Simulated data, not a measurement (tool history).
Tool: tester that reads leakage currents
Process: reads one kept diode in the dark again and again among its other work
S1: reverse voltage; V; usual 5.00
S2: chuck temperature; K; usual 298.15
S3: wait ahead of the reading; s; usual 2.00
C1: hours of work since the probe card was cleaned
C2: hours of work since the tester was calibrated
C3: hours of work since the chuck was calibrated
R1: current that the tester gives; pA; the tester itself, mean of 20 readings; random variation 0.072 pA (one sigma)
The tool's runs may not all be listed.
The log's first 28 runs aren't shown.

| run | hour | S1 | S2 | S3 | C1 | C2 | C3 | R1 |
|---|---|---|---|---|---|---|---|---|
| 29 | 3096.3 | 9.75 | 296.15 | 1.17 | 748 | 3791 | 62 | 29.98 |
| 30 | 3231.3 | 7.93 | 296.15 | 1.00 | 809 | 3853 | 124 | 26.51 |
| 31 | 3377.8 | 7.93 | 296.15 | 1.00 | 876 | 3920 | 191 | 27.51 |
| 32 | 3499.7 | 7.93 | 309.15 | 0.35 | 932 | 3976 | 246 | 68.67 |
| 33 | 3605.5 | 15.67 | 309.15 | 0.35 | 981 | 4024 | 295 | 111.31 |
| 34 | 3680.0 | 5.00 | 298.15 | 1.53 | 1015 | 4058 | 329 | 22.32 |
| 35 | 3811.1 | 5.00 | 298.15 | 1.53 | 1075 | 4118 | 389 | 22.84 |
| 36 | 3875.7 | 2.38 | 298.15 | 2.00 | 1104 | 4147 | 418 | 13.70 |
| 37 | 4001.2 | 2.38 | 298.15 | 2.00 | 1161 | 4205 | 476 | 13.80 |
| 38 | 4077.4 | 6.60 | 310.15 | 2.00 | 1196 | 4240 | 511 | 62.43 |
| 39 | 4196.5 | 6.60 | 325.15 | 0.36 | 1251 | 4294 | 565 | 181.81 |

4 ways to go on from here, each from the tool as it stands after run 39. What would each give?
| A | 4318.3 | 1.42 | 298.15 | 2.00 | 1306 | 4350 | 621 | ? |
| B | 4318.3 | 2.97 | 296.15 | 0.52 | 1306 | 4350 | 621 | ? |
| C | 4318.3 | 3.77 | 325.15 | 1.20 | 1306 | 4350 | 621 | ? |
| D | 4318.3 | 2.12 | 298.15 | 2.00 | 1306 | 4350 | 621 | ? |

| run | R1 |
|---|---|
| A | 10.18 |
| B | 16.36 |
| C | 126.01 |
| D | 13.38 |
Without the tool's hidden state the same runs would have given:
| run | R1 |
|---|---|
| A | 7.92 |
| B | 12.21 |
| C | 113.36 |
| D | 10.16 |
